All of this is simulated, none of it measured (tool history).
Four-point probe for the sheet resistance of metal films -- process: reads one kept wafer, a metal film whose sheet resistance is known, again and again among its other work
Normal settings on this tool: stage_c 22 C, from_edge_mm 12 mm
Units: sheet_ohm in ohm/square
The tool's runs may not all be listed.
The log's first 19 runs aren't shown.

run,day,stage_c,from_edge_mm,touches since the probe head was changed,hours of work since the stage's thermometer was calibrated,sheet_ohm
20,9.533,23,29,5469,43,0.432287
21,9.854,22,4,5585,49,0.446548
22,10.554,22,4,5838,62,0.446494
23,10.962,18,55,5986,69,0.434549
24,11.508,21,5,6183,78,0.442039
25,12.075,32,5,6388,88,0.437467
26,12.404,32,5,6507,94,0.437315
27,13.117,26,9,6765,107,0.433711
28,13.554,23,11,6923,115,0.433841
29,13.912,20,3,7052,121,0.457591
30,14.483,20,27,7259,131,0.433612
31,15.062,20,27,7469,142,0.433705
32,15.596,22,13,7662,151,0.433995

Predict each of these 3 candidate next runs independently; none follows another, all start after run 32:
A,16.242,21,12,7895,162,?
B,16.242,27,4,7895,162,?
C,16.242,26,12,7895,162,?

run,sheet_ohm
A,0.43472
B,0.444439
C,0.432263
Without the tool's hidden state the same runs would have given:
run,sheet_ohm
A,0.433607
B,0.443304
C,0.431156
